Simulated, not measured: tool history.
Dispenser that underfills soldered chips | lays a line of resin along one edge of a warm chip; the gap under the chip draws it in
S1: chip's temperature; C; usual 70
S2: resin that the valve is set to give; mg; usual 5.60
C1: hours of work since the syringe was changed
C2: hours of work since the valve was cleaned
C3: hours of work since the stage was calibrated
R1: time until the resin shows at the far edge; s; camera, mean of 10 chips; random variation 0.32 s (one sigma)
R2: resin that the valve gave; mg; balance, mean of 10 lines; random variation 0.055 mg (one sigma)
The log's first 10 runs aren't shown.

At hour 104.4: new syringe of resin.
Run 11, hour 109.3: usual settings; C1 3; C2 58; C3 229. Result: R1 13.4 s, R2 5.38 mg.
At hour 118.2: new syringe of resin.
Run 12, hour 121.2: usual settings; C1 2; C2 66; C3 237. Result: R1 12.4 s, R2 5.27 mg.
At hour 131.2: new syringe of resin.
Run 13, hour 135.7: usual settings; C1 3; C2 75; C3 247. Result: R1 13.8 s, R2 5.40 mg.
At hour 145.2: new syringe of resin.
Run 14, hour 149.8: usual settings; C1 3; C2 85; C3 257. Result: R1 13.2 s, R2 5.25 mg.
At hour 158.8: new syringe of resin.
Run 15, hour 161.1: usual settings; C1 2; C2 93; C3 264. Result: R1 12.0 s, R2 5.27 mg.
Run 16, hour 167.6: usual settings but S1 79 C; C1 6; C2 97; C3 269. Result: R1 11.6 s, R2 5.34 mg.
At hour 171.9: new syringe of resin.
Run 17, hour 174.1: usual settings; C1 1; C2 101; C3 273. Result: R1 11.7 s, R2 5.23 mg.
At hour 175.9: dispensing valve cleaned and set on the balance.
At hour 185.9: new syringe of resin.
Run 18, hour 188.5: usual settings; C1 2; C2 8; C3 282. Result: R1 12.0 s, R2 5.53 mg.
Run 19, hour 198.0: usual settings but S1 65 C, S2 6.66 mg; C1 8; C2 15; C3 289. Result: R1 22.0 s, R2 6.47 mg.
At hour 199.7: new syringe of resin.
Run 20, hour 211.5: usual settings but S1 77 C, S2 6.72 mg; C1 8; C2 24; C3 298. Result: R1 13.6 s, R2 6.66 mg.
At hour 212.6: new syringe of resin.
Run 21, hour 222.2: usual settings but S1 77 C, S2 6.72 mg; C1 7; C2 31; C3 305. Result: R1 12.7 s, R2 6.54 mg.
At hour 226.1: new syringe of resin.
Run 22, hour 230.8: usual settings but S1 77 C, S2 6.72 mg; C1 3; C2 37; C3 311. Result: R1 9.5 s, R2 6.53 mg.
At hour 239.3: new syringe of resin.
Run 23, hour 239.3: usual settings but S1 75 C, S2 6.72 mg; C1 0; C2 43; C3 316. Result: R1 8.2 s, R2 6.55 mg.
Run 24, hour 247.9: usual settings but S1 75 C, S2 6.72 mg; C1 6; C2 48; C3 322. Result: R1 13.1 s, R2 6.58 mg.
At hour 252.4: new syringe of resin.
Run 25, hour 257.4: usual settings but S1 59 C, S2 7.29 mg; C1 3; C2 55; C3 328. Result: R1 19.9 s, R2 7.10 mg.
At hour 265.4: new syringe of resin.
Run 26, hour 265.4: usual settings but S1 59 C, S2 7.29 mg; C1 0; C2 60; C3 334. Result: R1 15.7 s, R2 7.04 mg.
Run 27, hour 274.3: usual settings but S1 59 C, S2 6.52 mg; C1 6; C2 66; C3 340. Result: R1 23.7 s, R2 6.29 mg.
At hour 279.0: new syringe of resin.
Run 28, hour 287.0: usual settings but S1 61 C, S2 5.82 mg; C1 6; C2 75; C3 348. Result: R1 21.4 s, R2 5.50 mg.
At hour 292.4: new syringe of resin.
Run 29, hour 301.5: usual settings but S1 64 C, S2 5.08 mg; C1 6; C2 85; C3 358. Result: R1 21.0 s, R2 4.78 mg.
At hour 306.0: new syringe of resin.
Run 30, hour 313.7: usual settings but S1 64 C, S2 5.08 mg; C1 5; C2 93; C3 366. Result: R1 19.4 s, R2 4.79 mg.
At hour 319.3: new syringe of resin.
Run 31, hour 320.6: usual settings but S1 58 C, S2 4.99 mg; C1 1; C2 97; C3 371. Result: R1 18.3 s, R2 4.62 mg.
At hour 327.9: dispensing valve cleaned and set on the balance.
Run 32, hour 329.1: usual settings but S1 84 C, S2 4.90 mg; C1 6; C2 1; C3 376. Result: R1 9.2 s, R2 4.84 mg.
At hour 334.3: new syringe of resin.
Run 33, hour 342.4: usual settings but S1 66 C, S2 4.90 mg; C1 6; C2 10; C3 385. Result: R1 18.5 s, R2 4.84 mg.
At hour 347.9: new syringe of resin.
Run 34, hour 354.6: usual settings but S1 66 C, S2 4.90 mg; C1 5; C2 18; C3 393. Result: R1 16.7 s, R2 4.77 mg.
At hour 361.0: new syringe of resin.
Run 35, hour 364.8: usual settings but S2 6.68 mg; C1 3; C2 25; C3 400. Result: R1 11.8 s, R2 6.45 mg.

3 ways to go on from here, each from the tool as it stands after run 35. What would each give?
At hour 374.3: new syringe of resin.
Run A, hour 376.6: usual settings but S1 56 C, S2 7.22 mg; C1 2; C2 33; C3 408. Result: R1 ?, R2 ?.
At hour 374.3: new syringe of resin.
Run B, hour 376.6: usual settings but S1 77 C, S2 5.78 mg; C1 2; C2 33; C3 408. Result: R1 ?, R2 ?.
At hour 374.3: new syringe of resin.
Run C, hour 376.6: usual settings but S2 7.00 mg; C1 2; C2 33; C3 408. Result: R1 ?, R2 ?.

run    R1    R2
  A  19.5  7.09
  B   8.3  5.64
  C  11.2  6.80
Without the tool's hidden state the same runs would have given:
run    R1    R2
  A  20.2  7.25
  B   8.4  5.76
  C  11.4  6.95

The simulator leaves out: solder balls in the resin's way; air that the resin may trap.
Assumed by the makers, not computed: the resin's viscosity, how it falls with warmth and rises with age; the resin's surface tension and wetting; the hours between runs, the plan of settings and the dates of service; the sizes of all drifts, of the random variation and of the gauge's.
